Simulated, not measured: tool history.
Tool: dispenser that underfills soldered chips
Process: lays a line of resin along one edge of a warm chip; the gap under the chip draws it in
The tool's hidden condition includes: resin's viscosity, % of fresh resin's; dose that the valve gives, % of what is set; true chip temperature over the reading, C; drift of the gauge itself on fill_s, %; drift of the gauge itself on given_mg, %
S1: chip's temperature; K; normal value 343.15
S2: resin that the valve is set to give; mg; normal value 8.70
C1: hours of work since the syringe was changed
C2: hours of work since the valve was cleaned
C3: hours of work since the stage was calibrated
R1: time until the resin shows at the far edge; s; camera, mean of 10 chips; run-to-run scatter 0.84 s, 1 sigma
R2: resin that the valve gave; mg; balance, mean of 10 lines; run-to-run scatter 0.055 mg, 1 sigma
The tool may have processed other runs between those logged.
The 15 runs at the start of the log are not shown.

{"hour": 176.3, "done": "new syringe of resin"}
{"run": 16, "hour": 186.3, "S1": 343.15, "S2": 10.22, "C1": 7, "C2": 14, "C3": 326, "R1": 152.1, "R2": 10.08}
{"hour": 191.9, "done": "new syringe of resin"}
{"run": 17, "hour": 200.1, "S1": 343.15, "S2": 7.8, "C1": 6, "C2": 23, "C3": 335, "R1": 143.3, "R2": 7.73}
{"hour": 207.6, "done": "new syringe of resin"}
{"run": 18, "hour": 207.6, "S1": 343.15, "S2": 7.8, "C1": 0, "C2": 28, "C3": 340, "R1": 89.1, "R2": 7.67}
{"run": 19, "hour": 215.9, "S1": 331.15, "S2": 9.58, "C1": 6, "C2": 34, "C3": 346, "R1": 231.6, "R2": 9.35}
{"run": 20, "hour": 222.7, "S1": 334.15, "S2": 8.17, "C1": 11, "C2": 39, "C3": 351, "R1": 314.7, "R2": 7.93}
{"hour": 224.3, "done": "new syringe of resin"}
{"run": 21, "hour": 236.5, "S1": 357.15, "S2": 9.34, "C1": 9, "C2": 48, "C3": 360, "R1": 99.0, "R2": 8.94}
{"hour": 240.1, "done": "new syringe of resin"}
{"run": 22, "hour": 251.6, "S1": 347.15, "S2": 9.34, "C1": 8, "C2": 59, "C3": 371, "R1": 142.5, "R2": 9.02}
{"hour": 257.2, "done": "new syringe of resin"}
{"run": 23, "hour": 259.2, "S1": 336.15, "S2": 9.84, "C1": 1, "C2": 64, "C3": 376, "R1": 130.1, "R2": 9.45}
{"run": 24, "hour": 268.8, "S1": 336.15, "S2": 9.84, "C1": 8, "C2": 71, "C3": 383, "R1": 232.6, "R2": 9.37}
{"hour": 273.1, "done": "new syringe of resin"}
{"run": 25, "hour": 277.5, "S1": 336.15, "S2": 9.84, "C1": 3, "C2": 76, "C3": 388, "R1": 149.9, "R2": 9.36}
{"run": 26, "hour": 284.9, "S1": 337.15, "S2": 10.22, "C1": 8, "C2": 82, "C3": 394, "R1": 220.8, "R2": 9.64}
{"hour": 289.7, "done": "new syringe of resin"}
{"run": 27, "hour": 299.6, "S1": 343.15, "S2": 11.14, "C1": 7, "C2": 92, "C3": 404, "R1": 154.8, "R2": 10.49}
{"hour": 306.3, "done": "new syringe of resin"}
{"run": 28, "hour": 315.5, "S1": 343.15, "S2": 11.14, "C1": 6, "C2": 103, "C3": 415, "R1": 144.1, "R2": 10.31}
{"hour": 323.3, "done": "new syringe of resin"}
{"run": 29, "hour": 323.3, "S1": 345.15, "S2": 7.55, "C1": 0, "C2": 108, "C3": 420, "R1": 84.6, "R2": 7.02}
{"run": 30, "hour": 335.6, "S1": 345.15, "S2": 8.65, "C1": 9, "C2": 116, "C3": 429, "R1": 168.0, "R2": 7.94}
{"hour": 339.7, "done": "new syringe of resin"}
{"hour": 344.7, "done": "dispensing valve cleaned and set on the balance"}
{"run": 31, "hour": 346.7, "S1": 355.15, "S2": 7.95, "C1": 4, "C2": 1, "C3": 435, "R1": 77.8, "R2": 8.02}
{"hour": 356.7, "done": "new syringe of resin"}
{"run": 32, "hour": 357.6, "S1": 343.15, "S2": 8.22, "C1": 1, "C2": 9, "C3": 443, "R1": 93.8, "R2": 8.2}
{"run": 33, "hour": 369.2, "S1": 339.15, "S2": 10.52, "C1": 9, "C2": 17, "C3": 451, "R1": 217.6, "R2": 10.44}
{"hour": 372.3, "done": "new syringe of resin"}
{"run": 34, "hour": 381.9, "S1": 339.15, "S2": 8.76, "C1": 7, "C2": 26, "C3": 460, "R1": 183.4, "R2": 8.53}
{"hour": 388.4, "done": "new syringe of resin"}
{"run": 35, "hour": 389.1, "S1": 347.15, "S2": 9.19, "C1": 0, "C2": 30, "C3": 465, "R1": 78.0, "R2": 9.04}

Forecast each of these 3 alternatives for the next run:
{"run": "A", "hour": 400.6, "S1": 347.15, "S2": 8.42, "C1": 8, "C2": 38, "C3": 473, "R1": "?", "R2": "?"}
{"run": "B", "hour": 400.6, "S1": 332.15, "S2": 9.54, "C1": 8, "C2": 38, "C3": 473, "R1": "?", "R2": "?"}
{"run": "C", "hour": 400.6, "S1": 342.15, "S2": 9.19, "C1": 8, "C2": 38, "C3": 473, "R1": "?", "R2": "?"}

run=A R1=155.8 R2=8.24
run=B R1=284.3 R2=9.37
run=C R1=187.7 R2=8.97
Take away the tool's hidden state, keep each run's random variation, and the runs would have read:
run=A R1=68.4 R2=8.47
run=B R1=123.7 R2=9.62
run=C R1=82.1 R2=9.22

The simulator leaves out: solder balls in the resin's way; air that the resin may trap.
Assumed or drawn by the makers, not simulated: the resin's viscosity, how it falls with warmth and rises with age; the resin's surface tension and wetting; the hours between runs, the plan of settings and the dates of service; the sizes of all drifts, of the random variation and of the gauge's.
